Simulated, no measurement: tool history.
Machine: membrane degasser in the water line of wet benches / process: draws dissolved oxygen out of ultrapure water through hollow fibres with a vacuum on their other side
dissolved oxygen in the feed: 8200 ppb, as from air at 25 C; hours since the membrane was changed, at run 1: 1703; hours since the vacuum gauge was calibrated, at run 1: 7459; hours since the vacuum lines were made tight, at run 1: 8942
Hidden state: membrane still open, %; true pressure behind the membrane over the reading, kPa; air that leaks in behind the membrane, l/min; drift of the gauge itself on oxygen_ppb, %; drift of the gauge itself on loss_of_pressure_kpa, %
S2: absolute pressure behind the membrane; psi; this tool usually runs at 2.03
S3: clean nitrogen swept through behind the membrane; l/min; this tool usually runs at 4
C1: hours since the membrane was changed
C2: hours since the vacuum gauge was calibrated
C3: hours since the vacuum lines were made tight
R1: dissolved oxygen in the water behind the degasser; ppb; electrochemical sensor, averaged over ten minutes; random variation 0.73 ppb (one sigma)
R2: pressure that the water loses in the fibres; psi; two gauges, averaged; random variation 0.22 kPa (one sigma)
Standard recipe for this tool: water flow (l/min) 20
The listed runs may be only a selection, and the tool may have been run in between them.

Run 1, day 0: usual settings; C1 1703; C2 7459; C3 8942. Result: R1 143.6 ppb, R2 7.8 psi.
Run 2, day 1.758: usual settings; C1 1745; C2 7501; C3 8984. Result: R1 143.4 ppb, R2 7.784 psi.
Run 3, day 2.592: usual settings; C1 1765; C2 7521; C3 9004. Result: R1 142.3 ppb, R2 7.758 psi.
Run 4, day 3.729: usual settings but S3 8.97 l/min; C1 1792; C2 7548; C3 9031. Result: R1 71 ppb, R2 7.809 psi.
Run 5, day 4.958: usual settings but S3 8.97 l/min; C1 1822; C2 7578; C3 9061. Result: R1 71 ppb, R2 7.804 psi.
Run 6, day 5.967: usual settings but S3 8.97 l/min; C1 1846; C2 7602; C3 9085. Result: R1 71.1 ppb, R2 7.762 psi.
Run 7, day 7.642: usual settings but S3 8.97 l/min; C1 1886; C2 7642; C3 9125. Result: R1 70.8 ppb, R2 7.799 psi.
Run 8, day 8.558: usual settings but water flow (l/min) 14; C1 1908; C2 7664; C3 9147. Result: R1 97.1 ppb, R2 5.474 psi.
Run 9, day 10.383: usual settings but water flow (l/min) 14; C1 1952; C2 7708; C3 9191. Result: R1 96.9 ppb, R2 5.459 psi.
Run 10, day 11.625: usual settings but S3 4.75 l/min; C1 1982; C2 7738; C3 9221. Result: R1 122.4 ppb, R2 7.806 psi.
Run 11, day 12.442: usual settings but water flow (l/min) 17; C1 2001; C2 7757; C3 9240. Result: R1 118.6 ppb, R2 6.659 psi.
At day 12.638: vacuum gauge calibrated.
Run 12, day 13.942: usual settings but water flow (l/min) 17, S3 2.69 l/min; C1 2037; C2 31; C3 9276. Result: R1 171.1 ppb, R2 6.54 psi.
Run 13, day 14.958: usual settings but water flow (l/min) 12, S3 2.69 l/min; C1 2061; C2 56; C3 9300. Result: R1 122.7 ppb, R2 4.66 psi.
At day 16.462: vacuum gauge calibrated, once more.
Run 14, day 16.7: usual settings but water flow (l/min) 12, S3 2.69 l/min; C1 2102; C2 6; C3 9341. Result: R1 121.7 ppb, R2 4.66 psi.
Run 15, day 18.062: usual settings but water flow (l/min) 23, S3 2.69 l/min; C1 2135; C2 38; C3 9374. Result: R1 236.8 ppb, R2 8.955 psi.
Run 16, day 18.95: usual settings but water flow (l/min) 23, S3 2.69 l/min; C1 2156; C2 60; C3 9396. Result: R1 237.8 ppb, R2 8.952 psi.
Run 17, day 20.917: usual settings but S3 5.31 l/min; C1 2204; C2 107; C3 9443. Result: R1 111.5 ppb, R2 7.765 psi.
Run 18, day 22.671: usual settings but S3 5.31 l/min; C1 2246; C2 149; C3 9485. Result: R1 110.6 ppb, R2 7.832 psi.
Run 19, day 24.346: usual settings but water flow (l/min) 19; C1 2286; C2 189; C3 9525. Result: R1 133.4 ppb, R2 7.349 psi.
Run 20, day 25.362: usual settings but water flow (l/min) 19; C1 2310; C2 214; C3 9549. Result: R1 133.6 ppb, R2 7.404 psi.
Run 21, day 26.317: usual settings but water flow (l/min) 26, S3 3.13 l/min; C1 2333; C2 236; C3 9572. Result: R1 240.2 ppb, R2 10.177 psi.
Run 22, day 27.254: usual settings but water flow (l/min) 26, S3 3.13 l/min; C1 2356; C2 259; C3 9595. Result: R1 243.4 ppb, R2 10.073 psi.
Run 23, day 28.512: usual settings but water flow (l/min) 29, S2 5.03 psi, S3 1.73 l/min; C1 2386; C2 289; C3 9625. Result: R1 1110.2 ppb, R2 11.259 psi.
Run 24, day 29.696: usual settings but water flow (l/min) 29, S2 5.03 psi, S3 1.73 l/min; C1 2414; C2 318; C3 9653. Result: R1 1102.2 ppb, R2 11.248 psi.
Run 25, day 31.162: usual settings but water flow (l/min) 29, S2 5.03 psi, S3 1.73 l/min; C1 2449; C2 353; C3 9689. Result: R1 1109.7 ppb, R2 11.297 psi.
Run 26, day 32.375: usual settings but water flow (l/min) 26, S2 2.68 psi, S3 2.72 l/min; C1 2479; C2 382; C3 9718. Result: R1 369.5 ppb, R2 10.125 psi.
Run 27, day 34.071: usual settings but water flow (l/min) 26, S2 2.68 psi, S3 2.72 l/min; C1 2519; C2 423; C3 9758. Result: R1 370.5 ppb, R2 10.153 psi.
Run 28, day 35.842: usual settings but water flow (l/min) 26, S2 2.68 psi, S3 2.72 l/min; C1 2562; C2 465; C3 9801. Result: R1 367.5 ppb, R2 10.084 psi.
Run 29, day 36.967: usual settings but S2 4.09 psi, S3 8.02 l/min; C1 2589; C2 492; C3 9828. Result: R1 163.9 ppb, R2 7.831 psi.
Run 30, day 38.729: usual settings but water flow (l/min) 22, S2 1.52 psi, S3 8.02 l/min; C1 2631; C2 534; C3 9870. Result: R1 65.4 ppb, R2 8.556 psi.
Run 31, day 40.179: usual settings but water flow (l/min) 22, S2 5 psi, S3 4.36 l/min; C1 2666; C2 569; C3 9905. Result: R1 392.5 ppb, R2 8.647 psi.
Run 32, day 41.692: usual settings but water flow (l/min) 24, S2 4.25 psi, S3 9.26 l/min; C1 2702; C2 605; C3 9941. Result: R1 188.9 ppb, R2 9.335 psi.

Each row is a separate what-if for the run after 32, all from the same tool condition, not one after another. Results?
Run A, day 43.342: usual settings but water flow (l/min) 14, S2 1.74 psi, S3 9.26 l/min; C1 2742; C2 645; C3 9981. Result: R1 ?, R2 ?.
Run B, day 43.342: usual settings but water flow (l/min) 17, S2 2.47 psi, S3 8.51 l/min; C1 2742; C2 645; C3 9981. Result: R1 ?, R2 ?.
Run C, day 43.342: usual settings but water flow (l/min) 12, S2 3.79 psi, S3 9.26 l/min; C1 2742; C2 645; C3 9981. Result: R1 ?, R2 ?.
Run D, day 43.342: usual settings but water flow (l/min) 24, S2 3.42 psi, S3 10.64 l/min; C1 2742; C2 645; C3 9981. Result: R1 ?, R2 ?.

run     R1     R2
  A   36.1  5.411
  B   74.7  6.656
  C   77.8   4.72
  D  136.2  9.381
With no hidden state in the tool, these same runs would have given:
run     R1     R2
  A   34.5  5.375
  B     72  6.612
  C     74  4.688
  D  132.6   9.32
